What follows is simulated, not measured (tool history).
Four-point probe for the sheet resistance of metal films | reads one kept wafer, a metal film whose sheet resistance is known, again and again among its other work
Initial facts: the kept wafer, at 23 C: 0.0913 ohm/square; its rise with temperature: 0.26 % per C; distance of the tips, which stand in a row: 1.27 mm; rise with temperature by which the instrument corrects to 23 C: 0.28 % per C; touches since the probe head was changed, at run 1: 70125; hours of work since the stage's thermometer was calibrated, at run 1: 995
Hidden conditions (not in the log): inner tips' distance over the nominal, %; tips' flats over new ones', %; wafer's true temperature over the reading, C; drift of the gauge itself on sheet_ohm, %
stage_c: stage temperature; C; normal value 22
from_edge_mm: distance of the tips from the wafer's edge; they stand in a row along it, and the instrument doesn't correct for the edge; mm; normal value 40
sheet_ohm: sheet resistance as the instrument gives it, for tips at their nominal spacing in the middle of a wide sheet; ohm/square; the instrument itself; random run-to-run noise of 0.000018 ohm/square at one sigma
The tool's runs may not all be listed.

run	hour	stage_c	from_edge_mm	touches since the probe head was changed	hours of work since the stage's thermometer was calibrated	sheet_ohm
1	0.0	22	40	70125	995	0.091243
2	45.4	22	40	71736	1030	0.091281
3	93.7	25	40	73454	1067	0.091223
4	121.7	22	40	74448	1088	0.091281
5	146.6	22	40	75335	1107	0.091296
6	168.8	34	40	76122	1124	0.091048
7	199.6	34	40	77216	1148	0.091067
8	235.9	28	40	78508	1176	0.091147
9	260.1	28	40	79367	1194	0.091143
10	281.2	28	40	80118	1210	0.091136
11	311.2	28	40	81182	1233	0.091138
12	336.4	22	40	82079	1253	0.091215
13	372.2	22	40	83349	1280	0.091230
14	405.8	22	20	84544	1306	0.091386
15	429.7	22	20	85393	1324	0.091356
16	468.8	22	4	86784	1354	0.095842
17	515.1	22	4	88430	1390	0.095816
18	547.6	20	43	89583	1415	0.091234
19	596.5	28	35	91320	1452	0.091114
20	633.8	21	4	92645	1481	0.095844
21	654.4	21	4	93378	1497	0.095840
# hour 687.7: new probe head fitted
22	687.7	21	4	0	1521	0.096043
23	721.6	31	12	1205	1548	0.091731
24	742.6	31	12	1950	1564	0.091711
25	784.9	20	37	3453	1596	0.091441
26	810.9	20	37	4376	1616	0.091399
27	856.4	18	37	5995	1651	0.091445
28	901.4	21	5	7594	1685	0.094389
29	946.3	19	16	9187	1720	0.091697
30	985.0	34	7	10563	1750	0.092665
31	1019.4	34	7	11787	1776	0.092641
32	1062.9	34	11	13332	1809	0.091673

For each run, the measured value with the value that run would have given without the tool's hidden condition subtracted. The run-to-run variation is shared by both, the gauge scatter possibly not:
run	sheet_ohm
1	-0.000068
2	-0.000077
3	-0.000087
4	-0.000092
5	-0.000096
6	-0.000098
7	-0.000104
8	-0.000112
9	-0.000116
10	-0.000120
11	-0.000126
12	-0.000132
13	-0.000138
14	-0.000145
15	-0.000150
16	-0.000165
17	-0.000173
18	-0.000171
19	-0.000180
20	-0.000196
21	-0.000200
22	+0.000026
23	+0.000021
24	+0.000017
25	+0.000007
26	+0.000002
27	-0.000007
28	-0.000015
29	-0.000023
30	-0.000028
31	-0.000034
32	-0.000043

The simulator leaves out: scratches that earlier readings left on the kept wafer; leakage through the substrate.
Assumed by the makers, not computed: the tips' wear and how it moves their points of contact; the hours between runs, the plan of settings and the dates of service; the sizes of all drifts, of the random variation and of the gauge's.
